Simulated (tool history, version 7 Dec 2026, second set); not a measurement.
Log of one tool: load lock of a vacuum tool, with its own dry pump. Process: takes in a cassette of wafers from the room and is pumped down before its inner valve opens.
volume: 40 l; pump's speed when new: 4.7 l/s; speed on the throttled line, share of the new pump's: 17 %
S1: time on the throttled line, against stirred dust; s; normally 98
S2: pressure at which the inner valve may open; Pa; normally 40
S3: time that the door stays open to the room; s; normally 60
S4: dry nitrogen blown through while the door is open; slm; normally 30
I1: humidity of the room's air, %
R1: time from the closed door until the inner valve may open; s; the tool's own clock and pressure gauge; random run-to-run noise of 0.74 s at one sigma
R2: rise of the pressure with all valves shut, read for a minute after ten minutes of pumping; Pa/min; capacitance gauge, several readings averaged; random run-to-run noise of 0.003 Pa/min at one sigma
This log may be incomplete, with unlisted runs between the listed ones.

run	hour	S1	S2	S3	S4	I1	R1	R2
1	0.0	98	40	60	30	45.3	149.4	0.066
2	708.2	98	40	60	30	40.5	148.6	0.099
3	1420.4	98	79	60	30	45.2	144.0	0.139
4	1747.5	81	40	60	30	47.0	136.8	0.163
5	2308.4	81	40	60	30	40.9	135.7	0.214
6	2708.7	98	40	60	21	47.0	150.9	0.247
7	3266.0	98	40	60	30	44.5	151.9	0.294
8	3802.3	98	40	60	30	45.7	151.2	0.342
9	4379.4	98	40	60	30	44.4	151.7	0.409
10	5020.0	98	40	60	30	42.0	150.9	0.019
11	5732.8	98	40	60	30	45.8	152.5	0.029
12	6192.8	98	40	60	30	46.9	153.0	0.052
13	6637.2	98	40	60	30	45.1	153.3	0.061
14	7235.9	98	40	60	30	44.0	154.6	0.092
15	7608.5	98	40	60	22	47.4	156.0	0.109
16	7998.1	98	40	46	39	46.3	156.2	0.124
17	8554.6	98	40	46	39	41.5	155.1	0.157
18	8958.0	75	40	31	39	43.9	137.6	0.187
19	9554.0	98	39	60	30	43.9	156.9	0.242
20	10058.2	98	46	60	30	45.1	155.1	0.277
21	10356.7	117	41	153	22	43.5	172.0	0.320
22	10739.5	117	41	153	22	45.1	171.0	0.364
23	11204.6	97	63	39	13	48.1	152.9	0.403
24	11614.1	93	63	77	31	48.5	149.5	0.443
25	12110.8	93	59	77	15	49.8	151.3	0.030
26	12517.8	52	40	60	4	46.0	122.5	0.044
27	12827.2	98	38	60	11	45.9	159.3	0.039
28	13451.6	166	50	120	16	46.6	213.3	0.075
29	13822.1	166	50	120	16	45.8	211.9	0.084
30	14163.8	63	50	120	17	41.5	131.8	0.096

Taken out of this log: 2 entries between the listed runs. Where each belongs, and how the hidden state differs across it:
After run 9, before run 10: door's seal changed, seat wiped (hour 5020.0)
  pump's speed, % of a new pump's: 93.1 -> 92.2; leak at the door's seal, Pa l/s: 0.256 -> 0.0022
  measured value less the no-hidden-state value, R1: +3.7 -> +4.2 s; R2: +0.385 -> +0.001 Pa/min
After run 24, before run 25: door's seal changed, seat wiped (hour 12084.9)
  pump's speed, % of a new pump's: 83.9 -> 83.2; leak at the door's seal, Pa l/s: 0.2814 -> 0.0031
  measured value less the no-hidden-state value, R1: +9.1 -> +9.7 s; R2: +0.416 -> +0.002 Pa/min

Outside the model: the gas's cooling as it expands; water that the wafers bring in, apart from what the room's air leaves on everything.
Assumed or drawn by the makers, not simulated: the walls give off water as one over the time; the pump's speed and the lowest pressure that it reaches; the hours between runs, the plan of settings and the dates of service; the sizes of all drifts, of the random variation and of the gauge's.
